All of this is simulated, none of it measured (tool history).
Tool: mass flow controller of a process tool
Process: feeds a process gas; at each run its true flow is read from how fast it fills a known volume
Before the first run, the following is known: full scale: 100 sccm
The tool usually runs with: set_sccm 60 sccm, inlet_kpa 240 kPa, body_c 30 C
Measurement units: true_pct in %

run   hour  set_sccm  inlet_kpa  body_c  true_pct
  1    0.0        60        240      30     99.76
  2   76.2        60        240      21     98.73
  3  141.9        60        240      21     98.78
  4  215.8        60        198      30     99.59
  5  273.9        12        240      30     98.09
  6  342.1        12        240      30     98.13
  7  413.4        12        240      30     98.08
     420.4  -- controller's zero set anew
  8  485.9        39        240      30     99.22
  9  560.6        60        191      23     98.69

Run 10 has not been measured yet. What should we expect?
 10  648.8        25        271      30         ?

true_pct: 98.99 %
Take away the tool's hidden state, keep the run-to-run variation as it was, and the same run would have given true_pct 99.15 %.

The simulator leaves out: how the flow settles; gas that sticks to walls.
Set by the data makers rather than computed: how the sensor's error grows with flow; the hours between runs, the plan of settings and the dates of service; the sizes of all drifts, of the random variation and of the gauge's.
